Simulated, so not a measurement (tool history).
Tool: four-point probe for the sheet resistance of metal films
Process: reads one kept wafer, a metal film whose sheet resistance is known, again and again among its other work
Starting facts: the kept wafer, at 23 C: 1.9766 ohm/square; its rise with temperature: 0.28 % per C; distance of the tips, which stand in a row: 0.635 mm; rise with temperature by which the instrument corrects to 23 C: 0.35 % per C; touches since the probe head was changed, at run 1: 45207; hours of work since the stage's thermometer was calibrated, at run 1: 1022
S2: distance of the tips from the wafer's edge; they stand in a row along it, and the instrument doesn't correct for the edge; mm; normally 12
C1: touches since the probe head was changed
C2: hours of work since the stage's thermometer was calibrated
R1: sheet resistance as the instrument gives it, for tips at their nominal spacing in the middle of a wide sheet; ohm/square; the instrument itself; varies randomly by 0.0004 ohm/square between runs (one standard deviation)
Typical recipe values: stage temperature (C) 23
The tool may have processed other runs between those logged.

Run 1, hour 0.0: usual settings; C1 45207; C2 1022. Result: R1 1.972225 ohm/square.
Run 2, hour 41.5: usual settings; C1 46195; C2 1046. Result: R1 1.972215 ohm/square.
Run 3, hour 82.3: usual settings; C1 47166; C2 1069. Result: R1 1.972294 ohm/square.
Run 4, hour 133.4: usual settings; C1 48384; C2 1098. Result: R1 1.972045 ohm/square.
Run 5, hour 161.2: usual settings; C1 49047; C2 1113. Result: R1 1.971930 ohm/square.
Run 6, hour 189.8: usual settings; C1 49728; C2 1130. Result: R1 1.971472 ohm/square.
Run 7, hour 246.9: usual settings but stage temperature (C) 18; C1 51086; C2 1162. Result: R1 1.978611 ohm/square.
Run 8, hour 293.8: usual settings but stage temperature (C) 18, S2 22 mm; C1 52205; C2 1188. Result: R1 1.976946 ohm/square.
Run 9, hour 337.6: usual settings but stage temperature (C) 31; C1 53246; C2 1213. Result: R1 1.960054 ohm/square.
Run 10, hour 390.8: usual settings but stage temperature (C) 31; C1 54513; C2 1243. Result: R1 1.959814 ohm/square.
Run 11, hour 448.0: usual settings but stage temperature (C) 31; C1 55876; C2 1276. Result: R1 1.959841 ohm/square.
Run 12, hour 514.9: usual settings but stage temperature (C) 31; C1 57469; C2 1314. Result: R1 1.960242 ohm/square.
Run 13, hour 556.5: usual settings but stage temperature (C) 31; C1 58459; C2 1337. Result: R1 1.959162 ohm/square.
Run 14, hour 585.5: usual settings but stage temperature (C) 31; C1 59150; C2 1354. Result: R1 1.960062 ohm/square.
Run 15, hour 650.5: usual settings but stage temperature (C) 21, S2 11 mm; C1 60698; C2 1390. Result: R1 1.974794 ohm/square.
Run 16, hour 684.7: usual settings but stage temperature (C) 20, S2 11 mm; C1 61513; C2 1410. Result: R1 1.975218 ohm/square.
Run 17, hour 733.5: usual settings but S2 13 mm; C1 62674; C2 1437. Result: R1 1.970337 ohm/square.
Run 18, hour 773.8: usual settings but S2 16 mm; C1 63634; C2 1460. Result: R1 1.969078 ohm/square.
Run 19, hour 835.9: usual settings but stage temperature (C) 28, S2 16 mm; C1 65112; C2 1495. Result: R1 1.961923 ohm/square.
Run 20, hour 879.1: usual settings but stage temperature (C) 27, S2 15 mm; C1 66140; C2 1520. Result: R1 1.963853 ohm/square.
Run 21, hour 934.3: usual settings but stage temperature (C) 27, S2 15 mm; C1 67457; C2 1551. Result: R1 1.963555 ohm/square.
Run 22, hour 989.7: usual settings but stage temperature (C) 21, S2 5 mm; C1 68774; C2 1582. Result: R1 1.987005 ohm/square.
Run 23, hour 1042.7: usual settings but stage temperature (C) 21, S2 5 mm; C1 70038; C2 1612. Result: R1 1.986830 ohm/square.
Run 24, hour 1087.6: usual settings but stage temperature (C) 21, S2 5 mm; C1 71108; C2 1638. Result: R1 1.987064 ohm/square.
Run 25, hour 1140.8: usual settings but stage temperature (C) 31; C1 72374; C2 1668. Result: R1 1.958395 ohm/square.
Run 26, hour 1180.2: usual settings but stage temperature (C) 31; C1 73312; C2 1690. Result: R1 1.958246 ohm/square.

The next listed run, before its measurement:
Run 27, hour 1231.0: usual settings but stage temperature (C) 33; C1 74521; C2 1719. Result: R1 ?.

{"run 27": {"R1": 1.955122}}
The same run, on a tool lacking any hidden state, would have yielded R1 1.965183 ohm/square.

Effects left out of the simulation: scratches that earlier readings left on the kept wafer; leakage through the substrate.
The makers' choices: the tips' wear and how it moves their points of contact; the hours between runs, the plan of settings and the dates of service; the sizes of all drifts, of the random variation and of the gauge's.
